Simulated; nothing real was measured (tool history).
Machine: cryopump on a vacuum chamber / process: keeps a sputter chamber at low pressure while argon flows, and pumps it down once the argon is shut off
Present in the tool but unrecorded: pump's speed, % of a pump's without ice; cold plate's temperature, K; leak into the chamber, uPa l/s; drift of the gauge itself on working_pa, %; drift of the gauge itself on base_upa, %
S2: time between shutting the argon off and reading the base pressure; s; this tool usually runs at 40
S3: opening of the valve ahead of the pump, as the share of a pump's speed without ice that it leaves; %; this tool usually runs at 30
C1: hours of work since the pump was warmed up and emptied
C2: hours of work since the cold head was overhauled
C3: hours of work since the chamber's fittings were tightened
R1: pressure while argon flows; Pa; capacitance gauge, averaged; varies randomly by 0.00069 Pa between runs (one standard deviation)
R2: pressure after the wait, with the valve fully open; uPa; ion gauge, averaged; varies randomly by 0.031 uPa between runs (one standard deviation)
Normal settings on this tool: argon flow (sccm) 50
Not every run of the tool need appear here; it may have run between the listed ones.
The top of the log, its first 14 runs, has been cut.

run 15 day=38.429 | argon_flow_(sccm)=50 S2=40 S3=30 | C1=700 C2=2887 C3=1169 | R1=0.1245 R2=1.73
run 16 day=41.854 | argon_flow_(sccm)=50 S2=40 S3=30 | C1=760 C2=2947 C3=1229 | R1=0.1248 R2=1.74
run 17 day=45.367 | argon_flow_(sccm)=50 S2=40 S3=30 | C1=821 C2=3008 C3=1290 | R1=0.1269 R2=1.77
run 18 day=48.546 | argon_flow_(sccm)=69 S2=40 S3=42 | C1=876 C2=3063 C3=1345 | R1=0.1284 R2=1.77
run 19 day=52.092 | argon_flow_(sccm)=49 S2=109 S3=42 | C1=938 C2=3125 C3=1407 | R1=0.0928 R2=0.90
run 20 day=54.267 | argon_flow_(sccm)=50 S2=40 S3=26 | C1=975 C2=3163 C3=1444 | R1=0.1466 R2=1.81
-- day=57.954 pump warmed up, emptied and cooled again
run 21 day=57.954 | argon_flow_(sccm)=20 S2=40 S3=18 | C1=0 C2=3223 C3=1505 | R1=0.0789 R2=1.73
run 22 day=60.375 | argon_flow_(sccm)=50 S2=82 S3=30 | C1=42 C2=3265 C3=1547 | R1=0.1185 R2=1.04
run 23 day=63.317 | argon_flow_(sccm)=50 S2=82 S3=30 | C1=93 C2=3317 C3=1598 | R1=0.1189 R2=1.01
-- day=63.946 leaking fittings of the chamber tightened, without venting
run 24 day=65.871 | argon_flow_(sccm)=50 S2=82 S3=30 | C1=136 C2=3360 C3=33 | R1=0.1188 R2=0.82
run 25 day=67.888 | argon_flow_(sccm)=50 S2=82 S3=30 | C1=171 C2=3395 C3=69 | R1=0.1206 R2=0.86
run 26 day=69.642 | argon_flow_(sccm)=56 S2=73 S3=30 | C1=202 C2=3425 C3=99 | R1=0.1337 R2=0.90
run 27 day=72.079 | argon_flow_(sccm)=72 S2=40 S3=34 | C1=244 C2=3468 C3=141 | R1=0.1528 R2=1.58
run 28 day=75.646 | argon_flow_(sccm)=50 S2=40 S3=15 | C1=306 C2=3530 C3=203 | R1=0.2372 R2=1.64
run 29 day=78.100 | argon_flow_(sccm)=20 S2=27 S3=19 | C1=349 C2=3572 C3=246 | R1=0.0756 R2=2.27
run 30 day=80.550 | argon_flow_(sccm)=39 S2=75 S3=43 | C1=392 C2=3615 C3=289 | R1=0.0681 R2=0.91
run 31 day=83.225 | argon_flow_(sccm)=85 S2=198 S3=30 | C1=438 C2=3661 C3=335 | R1=0.2092 R2=0.47
run 32 day=85.488 | argon_flow_(sccm)=50 S2=188 S3=38 | C1=477 C2=3701 C3=375 | R1=0.0986 R2=0.50
run 33 day=88.679 | argon_flow_(sccm)=50 S2=188 S3=38 | C1=533 C2=3756 C3=430 | R1=0.0987 R2=0.48
run 34 day=92.200 | argon_flow_(sccm)=26 S2=40 S3=30 | C1=594 C2=3817 C3=491 | R1=0.0635 R2=1.65

Consider 4 possible next runs. They are alternatives, not a sequence: every one starts from the tool as it was left by run 34. What does each give?
run A day=95.946 | argon_flow_(sccm)=79 S2=72 S3=31 | C1=659 C2=3883 C3=556 | R1=? R2=?
run B day=95.946 | argon_flow_(sccm)=50 S2=65 S3=58 | C1=659 C2=3883 C3=556 | R1=? R2=?
run C day=95.946 | argon_flow_(sccm)=90 S2=40 S3=30 | C1=659 C2=3883 C3=556 | R1=? R2=?
run D day=95.946 | argon_flow_(sccm)=77 S2=40 S3=31 | C1=659 C2=3883 C3=556 | R1=? R2=?

run=A R1=0.1929 R2=1.01
run=B R1=0.0680 R2=1.12
run=C R1=0.2249 R2=1.66
run=D R1=0.1869 R2=1.60
The same runs, with their run-to-run variation unchanged, on a tool lacking any hidden condition would have given:
run=A R1=0.1803 R2=0.90
run=B R1=0.0602 R2=1.01
run=C R1=0.2107 R2=1.55
run=D R1=0.1747 R2=1.49
